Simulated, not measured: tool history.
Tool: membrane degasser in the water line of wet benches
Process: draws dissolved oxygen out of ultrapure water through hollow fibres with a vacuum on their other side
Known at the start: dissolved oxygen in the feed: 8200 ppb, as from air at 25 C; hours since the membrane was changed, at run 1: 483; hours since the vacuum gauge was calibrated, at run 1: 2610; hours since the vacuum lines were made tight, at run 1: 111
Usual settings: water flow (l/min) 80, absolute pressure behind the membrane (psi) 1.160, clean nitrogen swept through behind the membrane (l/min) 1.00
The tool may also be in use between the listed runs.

run    hour  water flow (l/min)  absolute pressure behind the membrane (psi)  clean nitrogen swept through behind the membrane (l/min)  hours since the membrane was changed  hours since the vacuum gauge was calibrated  hours since the vacuum lines were made tight  dissolved oxygen in the water behind the degasser (ppb)  pressure that the water loses in the fibres (psi)
  1     0.0                  80                                        1.160                                                      1.00                                   483                                         2610                                           111                                                    717.6                                              8.464
  2    88.4                  80                                        1.160                                                      1.00                                   571                                         2699                                           199                                                    714.8                                              8.551
  3   215.1                  80                                        0.928                                                      1.00                                   698                                         2825                                           326                                                    523.4                                              8.541
  4   281.8                  80                                        1.160                                                      1.00                                   765                                         2892                                           393                                                    717.2                                              8.562
  5   365.6                  80                                        1.160                                                      1.00                                   848                                         2976                                           477                                                    721.0                                              8.549
  6   452.0                  80                                        1.160                                                      1.00                                   935                                         3062                                           563                                                    720.9                                              8.544
  7   554.4                  80                                        1.160                                                      1.00                                  1037                                         3165                                           665                                                    720.0                                              8.530
  8   617.8                  80                                        1.369                                                      1.00                                  1101                                         3228                                           729                                                    877.6                                              8.556
  9   706.5                  80                                        1.369                                                      1.00                                  1189                                         3317                                           817                                                    882.6                                              8.578
 10   793.1                  80                                        1.369                                                      1.00                                  1276                                         3403                                           904                                                    880.0                                              8.611
 11   886.5                  80                                        1.369                                                      1.00                                  1369                                         3497                                           997                                                    889.0                                              8.575
 12   996.4                  80                                        1.160                                                      0.82                                  1479                                         3607                                          1107                                                    798.5                                              8.582
 13  1079.0                  80                                        1.160                                                      0.82                                  1562                                         3689                                          1190                                                    797.4                                              8.586
 14  1172.6                  80                                        0.819                                                      1.00                                  1655                                         3783                                          1284                                                    438.9                                              8.604
 15  1276.7                  80                                        0.819                                                      1.00                                  1759                                         3887                                          1388                                                    437.5                                              8.583
 16  1363.9                  80                                        1.160                                                      2.43                                  1847                                         3974                                          1475                                                    430.2                                              8.641
 17  1487.7                  80                                        1.160                                                      2.43                                  1970                                         4098                                          1599                                                    433.0                                              8.575
 18  1597.7                  80                                        1.160                                                      2.43                                  2080                                         4208                                          1709                                                    433.8                                              8.572
 19  1728.1                  80                                        1.160                                                      2.43                                  2211                                         4338                                          1839                                                    432.4                                              8.611
 20  1800.6                  80                                        1.160                                                      2.43                                  2283                                         4411                                          1911                                                    432.5                                              8.663
 21  1859.2                  80                                        1.160                                                      2.43                                  2342                                         4469                                          1970                                                    432.7                                              8.736

Run 22 comes next. What will it give?
     1868.9  -- vacuum gauge calibrated
 22  1979.0                  80                                        1.160                                                      0.69                                  2461                                          110                                          2089                                                        ?                                                  ?

dissolved oxygen in the water behind the degasser (ppb): 895.4
pressure that the water loses in the fibres (psi): 8.673
Without the tool's hidden state the same run would have given dissolved oxygen in the water behind the degasser (ppb) 854.1, pressure that the water loses in the fibres (psi) 8.524.
